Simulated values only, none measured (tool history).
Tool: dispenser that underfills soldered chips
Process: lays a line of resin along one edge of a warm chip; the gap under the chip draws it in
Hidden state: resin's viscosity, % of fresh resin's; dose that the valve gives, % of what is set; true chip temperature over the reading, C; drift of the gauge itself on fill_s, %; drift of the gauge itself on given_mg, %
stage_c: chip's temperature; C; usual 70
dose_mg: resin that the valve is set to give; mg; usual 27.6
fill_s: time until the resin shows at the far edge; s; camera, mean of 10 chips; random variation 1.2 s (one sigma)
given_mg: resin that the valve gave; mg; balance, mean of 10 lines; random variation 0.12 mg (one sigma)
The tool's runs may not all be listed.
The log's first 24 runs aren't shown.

run,hour,stage_c,dose_mg,hours of work since the syringe was changed,hours of work since the valve was cleaned,hours of work since the stage was calibrated,fill_s,given_mg
# hour 295.1: dispensing valve cleaned and set on the balance
# hour 300.6: new syringe of resin
25,300.7,56,27.6,0,4,158,180.4,27.56
26,311.2,60,27.2,8,12,166,225.1,26.99
# hour 314.2: new syringe of resin
27,327.2,60,27.2,10,24,178,247.3,26.75
# hour 328.3: new syringe of resin
# hour 342.2: new syringe of resin
28,342.6,59,27.2,0,36,189,168.2,26.42
# hour 356.4: new syringe of resin
29,357.4,61,24.9,1,47,201,160.9,23.83
# hour 370.7: new syringe of resin
30,373.4,61,24.9,2,59,213,167.4,23.8
31,380.8,61,32.6,8,65,218,214.3,30.85
# hour 384.7: new syringe of resin
32,397.4,61,32.6,10,77,231,225.3,30.72
# hour 398.4: new syringe of resin
# hour 412.6: new syringe of resin
33,413,61,32.6,0,89,243,149.5,30.39

Forecast each of these 3 alternatives for the next run:
A,421.1,78,31.7,7,95,249,?,?
B,421.1,76,32.6,7,95,249,?,?
C,421.1,77,26.7,7,95,249,?,?

run,fill_s,given_mg
A,113.4,29.37
B,119.2,30.19
C,119.6,24.64
Without the tool's hidden state the same runs would have given:
run,fill_s,given_mg
A,88.4,31.64
B,93.1,32.52
C,92.7,26.55
